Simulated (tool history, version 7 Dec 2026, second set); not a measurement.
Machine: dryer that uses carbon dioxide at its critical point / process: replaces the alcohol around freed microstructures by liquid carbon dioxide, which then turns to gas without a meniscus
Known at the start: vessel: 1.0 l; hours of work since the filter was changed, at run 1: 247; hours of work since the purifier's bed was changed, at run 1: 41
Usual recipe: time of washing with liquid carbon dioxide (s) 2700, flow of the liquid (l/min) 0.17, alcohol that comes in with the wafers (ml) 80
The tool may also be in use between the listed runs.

| run | hour | time of washing with liquid carbon dioxide (s) | flow of the liquid (l/min) | alcohol that comes in with the wafers (ml) | hours of work since the filter was changed | hours of work since the purifier's bed was changed | alcohol left in the vessel before it's heated (ppm by volume) |
|---|---|---|---|---|---|---|---|
| 1 | 0 | 2700 | 0.17 | 80 | 247 | 41 | 611 |
| 2 | 10.9 | 2700 | 0.17 | 80 | 255 | 49 | 613 |
| 3 | 20 | 2700 | 0.17 | 80 | 262 | 56 | 610 |
| 4 | 29.2 | 2700 | 0.17 | 111 | 268 | 62 | 891 |
| 5 | 39.3 | 1860 | 0.17 | 80 | 275 | 70 | 2850 |
| 6 | 45.2 | 1860 | 0.17 | 80 | 280 | 74 | 2872 |
| 7 | 51 | 1860 | 0.17 | 80 | 284 | 78 | 2937 |
| 8 | 62.6 | 1860 | 0.167 | 43 | 292 | 87 | 1675 |
| 9 | 68.8 | 1980 | 0.137 | 80 | 297 | 91 | 4509 |
| 10 | 75 | 1980 | 0.137 | 80 | 301 | 95 | 4532 |
| 11 | 86.3 | 1980 | 0.137 | 80 | 309 | 104 | 4652 |
| 12 | 96.1 | 1980 | 0.285 | 93 | 316 | 111 | 341 |
| 13 | 105.1 | 3300 | 0.285 | 42 | 323 | 117 | 22 |
| 14 | 112.5 | 2640 | 0.212 | 39 | 328 | 122 | 161 |

Forecast each of these 5 alternatives for the next run:
| A | 121 | 2400 | 0.189 | 20 | 334 | 129 | ? |
| B | 121 | 3960 | 0.157 | 51 | 334 | 129 | ? |
| C | 121 | 4200 | 0.144 | 32 | 334 | 129 | ? |
| D | 121 | 2700 | 0.132 | 80 | 334 | 129 | ? |
| E | 121 | 2640 | 0.223 | 39 | 334 | 129 | ? |

| run | alcohol left in the vessel before it's heated (ppm by volume) |
|---|---|
| A | 215 |
| B | 113 |
| C | 79 |
| D | 1920 |
| E | 125 |
What these runs would have given with no unlogged condition in the tool:
| run | alcohol left in the vessel before it's heated (ppm by volume) |
|---|---|
| A | 102 |
| B | 42 |
| C | 22 |
| D | 1130 |
| E | 48 |
